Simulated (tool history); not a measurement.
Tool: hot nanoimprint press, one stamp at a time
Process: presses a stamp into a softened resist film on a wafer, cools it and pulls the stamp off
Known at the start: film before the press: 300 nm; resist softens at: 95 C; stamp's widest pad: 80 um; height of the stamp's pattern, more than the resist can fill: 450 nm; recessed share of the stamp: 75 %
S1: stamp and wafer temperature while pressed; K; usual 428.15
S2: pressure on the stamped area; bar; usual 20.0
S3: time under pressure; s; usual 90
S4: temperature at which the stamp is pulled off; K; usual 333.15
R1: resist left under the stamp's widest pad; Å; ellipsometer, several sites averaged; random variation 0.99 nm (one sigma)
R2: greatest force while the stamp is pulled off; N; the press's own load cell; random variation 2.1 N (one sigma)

Run 1, hour 0.0: usual settings. Result: R1 1520 Å, R2 102 N.
Run 2, hour 22.4: usual settings. Result: R1 1491 Å, R2 104 N.
Run 3, hour 52.5: usual settings. Result: R1 1500 Å, R2 104 N.
Run 4, hour 71.0: usual settings but S4 335.15 K. Result: R1 1525 Å, R2 98 N.
At hour 97.4: plate thermocouple calibrated.
Run 5, hour 104.9: usual settings but S4 335.15 K. Result: R1 1450 Å, R2 95 N.
Run 6, hour 143.6: usual settings but S3 53 s. Result: R1 1736 Å, R2 102 N.
Run 7, hour 168.7: usual settings but S1 436.15 K. Result: R1 1039 Å, R2 102 N.
Run 8, hour 186.9: usual settings but S1 436.15 K. Result: R1 1048 Å, R2 102 N.
Run 9, hour 219.2: usual settings but S1 436.15 K. Result: R1 1061 Å, R2 104 N.
Run 10, hour 261.7: usual settings but S3 54 s. Result: R1 1740 Å, R2 104 N.
Run 11, hour 290.8: usual settings but S3 54 s. Result: R1 1745 Å, R2 107 N.
Run 12, hour 311.4: usual settings but S3 54 s. Result: R1 1767 Å, R2 108 N.
Run 13, hour 338.1: usual settings but S4 340.15 K. Result: R1 1484 Å, R2 84 N.
Run 14, hour 377.0: usual settings but S4 340.15 K. Result: R1 1487 Å, R2 85 N.
Run 15, hour 414.9: usual settings but S1 417.15 K, S2 21.2 bar, S3 101 s, S4 320.15 K. Result: R1 2140 Å, R2 135 N.
Run 16, hour 455.7: usual settings but S1 439.15 K, S2 23.4 bar, S3 55 s, S4 322.15 K. Result: R1 1096 Å, R2 136 N.
Run 17, hour 494.8: usual settings but S1 438.15 K, S2 21.7 bar. Result: R1 957 Å, R2 112 N.
Run 18, hour 522.9: usual settings but S1 420.15 K, S2 15.3 bar, S4 323.15 K. Result: R1 2211 Å, R2 143 N.
Run 19, hour 559.4: usual settings but S1 423.15 K, S2 15.3 bar, S3 48 s, S4 323.15 K. Result: R1 2320 Å, R2 139 N.
Run 20, hour 599.8: usual settings but S1 423.15 K, S2 15.3 bar, S3 48 s, S4 323.15 K. Result: R1 2317 Å, R2 136 N.
Run 21, hour 629.1: usual settings but S1 423.15 K, S2 15.3 bar, S3 48 s, S4 323.15 K. Result: R1 2345 Å, R2 139 N.
Run 22, hour 657.7: usual settings but S2 13.6 bar, S3 174 s. Result: R1 1439 Å, R2 114 N.
Run 23, hour 698.4: usual settings but S1 434.15 K, S2 13.6 bar, S3 170 s. Result: R1 1125 Å, R2 114 N.
Run 24, hour 723.8: usual settings but S1 436.15 K, S2 16.8 bar, S3 170 s. Result: R1 940 Å, R2 117 N.
Run 25, hour 761.9: usual settings but S1 419.15 K, S3 131 s. Result: R1 1934 Å, R2 115 N.
At hour 774.4: stamp cleaned and given a new release coat.
Run 26, hour 801.0: usual settings but S3 157 s. Result: R1 1255 Å, R2 103 N.
Run 27, hour 842.2: usual settings but S3 157 s. Result: R1 1276 Å, R2 101 N.

Forecast each of these 3 alternatives for the next run:
At hour 859.7: plate thermocouple calibrated.
Run A, hour 867.9: usual settings but S3 112 s. Result: R1 ?, R2 ?.
At hour 859.7: plate thermocouple calibrated.
Run B, hour 867.9: usual settings but S1 426.15 K. Result: R1 ?, R2 ?.
At hour 859.7: plate thermocouple calibrated.
Run C, hour 867.9: usual settings but S2 28.1 bar, S3 149 s. Result: R1 ?, R2 ?.

run    R1  R2
  A  1341  96
  B  1556  93
  C  1011  94
Without the tool's hidden state the same runs would have given:
run    R1  R2
  A  1323  95
  B  1536  92
  C   988  93

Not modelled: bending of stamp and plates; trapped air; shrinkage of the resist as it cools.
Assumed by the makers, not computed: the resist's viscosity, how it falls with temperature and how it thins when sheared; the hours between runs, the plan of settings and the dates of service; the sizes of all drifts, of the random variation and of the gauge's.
